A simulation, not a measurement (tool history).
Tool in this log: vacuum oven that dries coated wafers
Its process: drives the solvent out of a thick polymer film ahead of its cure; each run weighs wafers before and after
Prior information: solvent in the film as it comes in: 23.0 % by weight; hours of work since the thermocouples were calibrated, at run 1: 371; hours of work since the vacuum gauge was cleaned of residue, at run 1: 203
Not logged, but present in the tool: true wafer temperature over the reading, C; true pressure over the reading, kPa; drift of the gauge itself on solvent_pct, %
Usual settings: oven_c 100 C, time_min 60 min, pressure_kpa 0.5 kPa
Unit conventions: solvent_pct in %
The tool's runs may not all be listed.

| run | day | oven_c | time_min | pressure_kpa | hours of work since the thermocouples were calibrated | hours of work since the vacuum gauge was cleaned of residue | solvent_pct |
|---|---|---|---|---|---|---|---|
| 1 | 0 | 100 | 60 | 0.5 | 371 | 203 | 5.55 |
| 2 | 2.354 | 100 | 60 | 0.299 | 395 | 227 | 5.46 |
| 3 | 4.492 | 100 | 60 | 0.5 | 417 | 249 | 5.52 |
| 4 | 6.004 | 100 | 60 | 0.96 | 432 | 264 | 5.55 |
| 5 | 8.442 | 100 | 60 | 0.96 | 457 | 289 | 5.56 |
| 6 | 9.742 | 100 | 60 | 0.96 | 470 | 303 | 5.57 |
| 7 | 11.35 | 100 | 60 | 0.96 | 487 | 319 | 5.56 |
| 8 | 12.496 | 100 | 60 | 0.96 | 499 | 331 | 5.6 |
| 9 | 14.004 | 100 | 60 | 0.96 | 514 | 346 | 5.5 |
| 10 | 15.571 | 100 | 60 | 0.96 | 530 | 362 | 5.57 |
| 11 | 16.729 | 100 | 60 | 0.96 | 542 | 374 | 5.58 |
| 12 | 19.038 | 100 | 60 | 0.5 | 566 | 398 | 5.41 |
| 13 | 20.767 | 100 | 60 | 0.5 | 583 | 416 | 5.4 |
| 14 | 22.358 | 100 | 60 | 1.239 | 600 | 432 | 5.61 |
| 15 | 24.775 | 100 | 60 | 1.239 | 625 | 457 | 5.6 |
| 16 | 26.979 | 100 | 60 | 1.1 | 647 | 479 | 5.53 |
| 17 | 29.346 | 100 | 60 | 1.1 | 671 | 504 | 5.58 |
| 18 | 31.754 | 100 | 51 | 1.1 | 696 | 528 | 6.7 |
| 19 | 33.075 | 92 | 77 | 0.5 | 710 | 542 | 7.2 |
| 20 | 35.146 | 92 | 77 | 0.5 | 731 | 563 | 7.16 |
| 21 | 36.733 | 92 | 77 | 0.5 | 747 | 579 | 7.2 |
| 22 | 38.708 | 107 | 45 | 0.352 | 767 | 600 | 4.42 |
| 23 | 40.504 | 106 | 68 | 1.04 | 786 | 618 | 2.59 |
| 24 | 42.496 | 106 | 68 | 1.04 | 806 | 638 | 2.59 |
| 25 | 44.021 | 106 | 68 | 1.04 | 822 | 654 | 2.57 |
| 26 | 46.1 | 106 | 68 | 1.04 | 843 | 675 | 2.57 |
| 27 | 47.462 | 106 | 68 | 0.291 | 857 | 689 | 2.38 |

What will run 28 give?
| 28 | 49.133 | 106 | 35 | 0.5 | 874 | 706 | ? |

For run 28 the tool returned solvent_pct 6.43 %.
Take away the tool's hidden state, keep the run-to-run variation as it was, and the same run would have given solvent_pct 6.57 %.
